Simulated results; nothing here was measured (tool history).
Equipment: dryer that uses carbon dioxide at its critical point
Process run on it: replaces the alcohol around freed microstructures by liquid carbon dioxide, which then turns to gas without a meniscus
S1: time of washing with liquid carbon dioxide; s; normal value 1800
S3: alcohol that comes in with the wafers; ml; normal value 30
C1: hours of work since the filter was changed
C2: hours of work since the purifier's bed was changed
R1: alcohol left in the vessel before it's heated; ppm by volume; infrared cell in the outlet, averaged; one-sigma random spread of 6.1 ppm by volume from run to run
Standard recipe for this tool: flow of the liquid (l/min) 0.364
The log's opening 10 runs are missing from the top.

Run 11, day 4.325: usual settings but S3 24 ml; C1 148; C2 333. Result: R1 313 ppm by volume.
Run 12, day 4.775: usual settings but S3 24 ml; C1 155; C2 341. Result: R1 322 ppm by volume.
Run 13, day 5.358: usual settings but S3 20 ml; C1 165; C2 351. Result: R1 290 ppm by volume.
Run 14, day 5.675: usual settings but S3 20 ml; C1 171; C2 356. Result: R1 284 ppm by volume.
Run 15, day 6.217: usual settings but S3 20 ml; C1 180; C2 365. Result: R1 293 ppm by volume.
Run 16, day 6.725: usual settings but S3 20 ml; C1 188; C2 373. Result: R1 297 ppm by volume.
Run 17, day 7.171: usual settings but S1 1260 s, flow of the liquid (l/min) 0.611, S3 86 ml; C1 196; C2 381. Result: R1 489 ppm by volume.
Run 18, day 7.571: usual settings but flow of the liquid (l/min) 0.458; C1 202; C2 388. Result: R1 219 ppm by volume.
Run 19, day 8.225: usual settings but S1 2160 s, flow of the liquid (l/min) 0.255, S3 48 ml; C1 213; C2 399. Result: R1 943 ppm by volume.
Run 20, day 8.888: usual settings but S1 2160 s, flow of the liquid (l/min) 0.255, S3 48 ml; C1 225; C2 410. Result: R1 946 ppm by volume.
Run 21, day 9.162: usual settings but S1 2040 s, S3 36 ml; C1 229; C2 414. Result: R1 307 ppm by volume.
Run 22, day 9.571: usual settings but flow of the liquid (l/min) 0.588, S3 24 ml; C1 236; C2 421. Result: R1 141 ppm by volume.

Run 23 has not been measured yet. What should we expect?
Run 23, day 10.121: usual settings but flow of the liquid (l/min) 0.588, S3 24 ml; C1 245; C2 431. Result: R1 ?.

{"run 23": {"R1": 156}}
Were there no unlogged condition in the tool, this run, its random variation unchanged, would have produced R1 23 ppm by volume.
